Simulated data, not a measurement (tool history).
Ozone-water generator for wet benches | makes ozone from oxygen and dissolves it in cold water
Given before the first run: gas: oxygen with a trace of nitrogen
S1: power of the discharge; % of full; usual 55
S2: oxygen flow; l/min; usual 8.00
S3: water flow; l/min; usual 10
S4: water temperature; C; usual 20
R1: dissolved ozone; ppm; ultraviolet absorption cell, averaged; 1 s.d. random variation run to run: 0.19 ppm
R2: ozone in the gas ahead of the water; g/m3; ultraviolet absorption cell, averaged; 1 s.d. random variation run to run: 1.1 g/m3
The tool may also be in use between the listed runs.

{"run": 1, "hour": 0.0, "S1": 55, "S2": 8.0, "S3": 10, "S4": 20, "R1": 27.9, "R2": 197.4}
{"run": 2, "hour": 78.8, "S1": 55, "S2": 4.36, "S3": 10, "S4": 20, "R1": 30.2, "R2": 263.2}
{"run": 3, "hour": 163.9, "S1": 55, "S2": 4.36, "S3": 10, "S4": 20, "R1": 30.2, "R2": 263.9}
{"run": 4, "hour": 242.7, "S1": 55, "S2": 4.36, "S3": 10, "S4": 20, "R1": 30.4, "R2": 260.7}
{"run": 5, "hour": 322.3, "S1": 55, "S2": 8.0, "S3": 10, "S4": 20, "R1": 27.4, "R2": 194.1}
{"run": 6, "hour": 417.5, "S1": 55, "S2": 8.0, "S3": 10, "S4": 20, "R1": 28.0, "R2": 193.3}
{"run": 7, "hour": 496.8, "S1": 55, "S2": 8.0, "S3": 10, "S4": 20, "R1": 27.8, "R2": 193.1}
{"run": 8, "hour": 568.6, "S1": 55, "S2": 8.0, "S3": 10, "S4": 18, "R1": 28.7, "R2": 192.9}
{"run": 9, "hour": 611.5, "S1": 55, "S2": 8.0, "S3": 10, "S4": 18, "R1": 28.9, "R2": 193.5}
{"run": 10, "hour": 696.4, "S1": 55, "S2": 5.19, "S3": 10, "S4": 20, "R1": 29.5, "R2": 237.2}
{"run": 11, "hour": 742.2, "S1": 55, "S2": 5.19, "S3": 10, "S4": 20, "R1": 29.8, "R2": 240.1}
{"run": 12, "hour": 820.0, "S1": 55, "S2": 5.19, "S3": 10, "S4": 20, "R1": 29.7, "R2": 236.0}
{"run": 13, "hour": 906.9, "S1": 55, "S2": 5.19, "S3": 10, "S4": 20, "R1": 29.6, "R2": 237.5}
{"run": 14, "hour": 962.1, "S1": 55, "S2": 4.26, "S3": 8, "S4": 20, "R1": 35.3, "R2": 262.1}
{"run": 15, "hour": 1030.5, "S1": 55, "S2": 4.26, "S3": 8, "S4": 20, "R1": 35.9, "R2": 262.3}
{"run": 16, "hour": 1070.7, "S1": 55, "S2": 4.26, "S3": 8, "S4": 20, "R1": 35.8, "R2": 262.0}
{"run": 17, "hour": 1112.7, "S1": 60, "S2": 4.26, "S3": 9, "S4": 17, "R1": 38.1, "R2": 279.5}
{"run": 18, "hour": 1151.6, "S1": 87, "S2": 4.53, "S3": 12, "S4": 20, "R1": 38.9, "R2": 376.1}
{"run": 19, "hour": 1214.4, "S1": 62, "S2": 4.53, "S3": 13, "S4": 20, "R1": 27.0, "R2": 280.0}
{"run": 20, "hour": 1282.3, "S1": 62, "S2": 4.53, "S3": 13, "S4": 20, "R1": 26.9, "R2": 278.8}
{"hour": 1344.2, "done": "gauge calibrated"}
{"run": 21, "hour": 1369.1, "S1": 62, "S2": 13.57, "S3": 13, "S4": 24, "R1": 20.4, "R2": 168.5}
{"run": 22, "hour": 1456.1, "S1": 43, "S2": 5.21, "S3": 10, "S4": 15, "R1": 26.6, "R2": 194.7}
{"run": 23, "hour": 1502.5, "S1": 75, "S2": 13.41, "S3": 12, "S4": 21, "R1": 27.9, "R2": 197.2}
{"run": 24, "hour": 1564.0, "S1": 55, "S2": 8.0, "S3": 7, "S4": 20, "R1": 33.6, "R2": 192.8}
{"run": 25, "hour": 1645.5, "S1": 55, "S2": 7.91, "S3": 9, "S4": 22, "R1": 28.2, "R2": 193.4}
{"run": 26, "hour": 1718.2, "S1": 55, "S2": 13.2, "S3": 10, "S4": 21, "R1": 23.8, "R2": 151.5}

Some steps in R2 between neighbouring runs. How much of each would the tool show without its hidden state too (settings, what came in, random variation), and how much is left for the hidden state, with any gauge scatter that isn't in both results?
Hidden conditions of the tool in this case: yield of the discharge, % of new electrodes'; contactor's efficiency, % of a clean one's; true water temperature over the reading, C; drift of the gauge itself on ozone_ppm, %; drift of the gauge itself on gas_g_m3, %.
Run 17 -> 18: S1 60 -> 87, S2 4.26 -> 4.53, S3 9 -> 12, S4 17 -> 20. R2 +96.6 g/m3: hidden state -2.7, all else +99.3.
Run 20 -> 21: S2 4.53 -> 13.57, S4 20 -> 24, gauge calibrated. R2 -110.3 g/m3: hidden state +7.7, all else -118.0.
